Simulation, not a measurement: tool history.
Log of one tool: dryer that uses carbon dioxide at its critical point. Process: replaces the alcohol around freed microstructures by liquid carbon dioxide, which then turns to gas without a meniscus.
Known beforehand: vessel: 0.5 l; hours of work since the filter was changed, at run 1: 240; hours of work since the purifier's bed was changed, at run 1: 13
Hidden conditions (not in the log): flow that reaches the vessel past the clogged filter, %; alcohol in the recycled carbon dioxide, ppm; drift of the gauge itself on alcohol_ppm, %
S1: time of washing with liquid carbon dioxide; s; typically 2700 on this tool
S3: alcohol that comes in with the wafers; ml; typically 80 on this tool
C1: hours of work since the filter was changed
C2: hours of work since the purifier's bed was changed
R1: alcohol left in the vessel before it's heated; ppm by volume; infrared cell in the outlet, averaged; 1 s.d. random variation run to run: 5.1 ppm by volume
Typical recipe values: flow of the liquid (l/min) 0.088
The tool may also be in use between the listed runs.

{"run": 1, "day": 0.0, "S1": 2700, "flow of the liquid (l/min)": 0.088, "S3": 80, "C1": 240, "C2": 13, "R1": 118}
{"day": 1.517, "done": "inlet filter changed"}
{"run": 2, "day": 1.746, "S1": 2700, "flow of the liquid (l/min)": 0.088, "S3": 80, "C1": 4, "C2": 40, "R1": 86}
{"run": 3, "day": 2.938, "S1": 2700, "flow of the liquid (l/min)": 0.088, "S3": 80, "C1": 23, "C2": 59, "R1": 98}
{"run": 4, "day": 3.746, "S1": 2700, "flow of the liquid (l/min)": 0.088, "S3": 80, "C1": 36, "C2": 72, "R1": 97}
{"run": 5, "day": 5.392, "S1": 2700, "flow of the liquid (l/min)": 0.0671, "S3": 80, "C1": 62, "C2": 98, "R1": 565}
{"run": 6, "day": 7.304, "S1": 2700, "flow of the liquid (l/min)": 0.088, "S3": 80, "C1": 92, "C2": 129, "R1": 130}
{"run": 7, "day": 8.996, "S1": 2700, "flow of the liquid (l/min)": 0.088, "S3": 80, "C1": 119, "C2": 156, "R1": 133}
{"run": 8, "day": 10.717, "S1": 2700, "flow of the liquid (l/min)": 0.088, "S3": 80, "C1": 147, "C2": 183, "R1": 157}
{"run": 9, "day": 11.954, "S1": 1620, "flow of the liquid (l/min)": 0.0788, "S3": 57, "C1": 167, "C2": 203, "R1": 2293}

Run 10, settings as shown, results not yet in. Your forecast:
{"run": 10, "day": 13.704, "S1": 2820, "flow of the liquid (l/min)": 0.054, "S3": 80, "C1": 194, "C2": 231, "R1": "?"}

{"run 10": {"R1": 1678}}
The same run, on a tool lacking any hidden state, would have yielded R1 1271 ppm by volume.
